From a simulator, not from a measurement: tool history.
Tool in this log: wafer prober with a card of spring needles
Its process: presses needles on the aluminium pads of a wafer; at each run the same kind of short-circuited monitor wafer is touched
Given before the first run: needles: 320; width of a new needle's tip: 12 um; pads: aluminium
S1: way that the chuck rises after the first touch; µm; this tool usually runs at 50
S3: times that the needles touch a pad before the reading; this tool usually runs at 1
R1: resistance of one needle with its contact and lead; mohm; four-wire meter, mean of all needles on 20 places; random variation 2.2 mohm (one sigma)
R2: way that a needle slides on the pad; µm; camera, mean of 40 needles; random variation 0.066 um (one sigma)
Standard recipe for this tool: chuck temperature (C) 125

run 1 hour=0.0 | S1=50 chuck_temperature_(C)=125 S3=1 | R1=291 R2=9.85
-- hour=8.3 tips cleaned on abrasive film
-- hour=17.8 tips cleaned on abrasive film
run 2 hour=18.3 | S1=50 chuck_temperature_(C)=125 S3=1 | R1=268 R2=9.82
-- hour=26.2 tips cleaned on abrasive film
-- hour=34.6 tips cleaned on abrasive film
run 3 hour=42.5 | S1=50 chuck_temperature_(C)=125 S3=1 | R1=350 R2=9.95
-- hour=44.6 tips cleaned on abrasive film
-- hour=54.6 tips cleaned on abrasive film
-- hour=64.5 tips cleaned on abrasive film
-- hour=74.3 tips cleaned on abrasive film
run 4 hour=78.2 | S1=50 chuck_temperature_(C)=125 S3=1 | R1=317 R2=9.75
-- hour=84.5 tips cleaned on abrasive film
-- hour=94.0 tips cleaned on abrasive film
run 5 hour=94.0 | S1=50 chuck_temperature_(C)=31 S3=1 | R1=237 R2=9.67
-- hour=104.1 tips cleaned on abrasive film
-- hour=113.6 tips cleaned on abrasive film
run 6 hour=118.2 | S1=50 chuck_temperature_(C)=31 S3=1 | R1=314 R2=9.59
-- hour=122.1 tips cleaned on abrasive film
-- hour=131.6 tips cleaned on abrasive film
run 7 hour=139.8 | S1=50 chuck_temperature_(C)=31 S3=1 | R1=357 R2=9.63
-- hour=141.5 tips cleaned on abrasive film
-- hour=151.0 tips cleaned on abrasive film
-- hour=160.6 tips cleaned on abrasive film
run 8 hour=162.2 | S1=42 chuck_temperature_(C)=31 S3=1 | R1=283 R2=7.83
-- hour=170.1 tips cleaned on abrasive film
-- hour=180.4 tips cleaned on abrasive film
-- hour=182.8 height of the first contact set anew
run 9 hour=188.6 | S1=42 chuck_temperature_(C)=31 S3=1 | R1=372 R2=8.68
-- hour=190.7 tips cleaned on abrasive film
-- hour=199.7 tips cleaned on abrasive film
-- hour=208.2 tips cleaned on abrasive film
run 10 hour=208.2 | S1=42 chuck_temperature_(C)=31 S3=1 | R1=247 R2=8.55
-- hour=218.0 tips cleaned on abrasive film
-- hour=228.3 tips cleaned on abrasive film
run 11 hour=233.3 | S1=42 chuck_temperature_(C)=31 S3=1 | R1=345 R2=8.51
-- hour=237.3 tips cleaned on abrasive film
-- hour=247.7 tips cleaned on abrasive film
-- hour=258.0 tips cleaned on abrasive film
run 12 hour=258.2 | S1=50 chuck_temperature_(C)=125 S3=1 | R1=272 R2=10.05
-- hour=267.7 tips cleaned on abrasive film
-- hour=277.3 tips cleaned on abrasive film
-- hour=286.1 tips cleaned on abrasive film
run 13 hour=286.1 | S1=65 chuck_temperature_(C)=125 S3=1 | R1=255 R2=13.20
-- hour=296.2 tips cleaned on abrasive film
-- hour=306.1 tips cleaned on abrasive film
run 14 hour=306.1 | S1=65 chuck_temperature_(C)=125 S3=1 | R1=253 R2=13.08
-- hour=316.5 tips cleaned on abrasive film
run 15 hour=321.5 | S1=65 chuck_temperature_(C)=125 S3=1 | R1=295 R2=13.20
-- hour=325.3 tips cleaned on abrasive film
-- hour=335.0 tips cleaned on abrasive film
-- hour=344.3 tips cleaned on abrasive film
-- hour=353.9 tips cleaned on abrasive film
run 16 hour=356.7 | S1=65 chuck_temperature_(C)=125 S3=1 | R1=282 R2=12.99
-- hour=362.4 tips cleaned on abrasive film
-- hour=372.3 tips cleaned on abrasive film
-- hour=382.3 tips cleaned on abrasive film
run 17 hour=385.0 | S1=60 chuck_temperature_(C)=72 S3=1 | R1=281 R2=11.82
-- hour=391.3 tips cleaned on abrasive film
-- hour=401.1 tips cleaned on abrasive film
run 18 hour=401.7 | S1=60 chuck_temperature_(C)=72 S3=1 | R1=253 R2=12.04
-- hour=409.8 tips cleaned on abrasive film
-- hour=419.7 tips cleaned on abrasive film
-- hour=428.9 tips cleaned on abrasive film
run 19 hour=428.9 | S1=60 chuck_temperature_(C)=99 S3=2 | R1=250 R2=11.76
-- hour=438.6 tips cleaned on abrasive film
-- hour=448.5 tips cleaned on abrasive film
run 20 hour=454.2 | S1=41 chuck_temperature_(C)=49 S3=2 | R1=324 R2=7.72
-- hour=458.4 tips cleaned on abrasive film
-- hour=468.2 tips cleaned on abrasive film
run 21 hour=473.4 | S1=47 chuck_temperature_(C)=38 S3=3 | R1=275 R2=9.01
-- hour=477.0 tips cleaned on abrasive film
-- hour=487.0 tips cleaned on abrasive film
-- hour=492.8 height of the first contact set anew
-- hour=496.5 tips cleaned on abrasive film
-- hour=504.9 tips cleaned on abrasive film
run 22 hour=508.6 | S1=47 chuck_temperature_(C)=38 S3=3 | R1=260 R2=9.55
-- hour=514.4 tips cleaned on abrasive film
-- hour=523.5 tips cleaned on abrasive film
-- hour=533.7 tips cleaned on abrasive film
run 23 hour=537.9 | S1=47 chuck_temperature_(C)=38 S3=3 | R1=262 R2=9.38
-- hour=543.9 tips cleaned on abrasive film
-- hour=554.1 tips cleaned on abrasive film
-- hour=564.2 tips cleaned on abrasive film
run 24 hour=565.9 | S1=50 chuck_temperature_(C)=88 S3=2 | R1=269 R2=10.14
-- hour=573.8 tips cleaned on abrasive film
-- hour=583.6 tips cleaned on abrasive film
run 25 hour=585.5 | S1=50 chuck_temperature_(C)=122 S3=2 | R1=276 R2=9.95
-- hour=594.0 tips cleaned on abrasive film
-- hour=604.1 tips cleaned on abrasive film
run 26 hour=609.5 | S1=51 chuck_temperature_(C)=37 S3=1 | R1=343 R2=10.10
-- hour=613.7 tips cleaned on abrasive film
-- hour=623.6 tips cleaned on abrasive film
run 27 hour=629.2 | S1=50 chuck_temperature_(C)=48 S3=1 | R1=329 R2=9.84
-- hour=633.4 tips cleaned on abrasive film
-- hour=642.8 tips cleaned on abrasive film
run 28 hour=646.6 | S1=50 chuck_temperature_(C)=28 S3=2 | R1=282 R2=9.93

Run 29 is up next; what results do you expect?
-- hour=652.4 tips cleaned on abrasive film
-- hour=662.5 tips cleaned on abrasive film
-- hour=672.0 tips cleaned on abrasive film
run 29 hour=672.0 | S1=51 chuck_temperature_(C)=97 S3=1 | R1=? R2=?

{"run 29": {"R1": 257, "R2": 10.08}}
On a tool with no hidden condition, and with the same random variation, this run would have come out at R1 238 mohm, R2 10.53 µm.
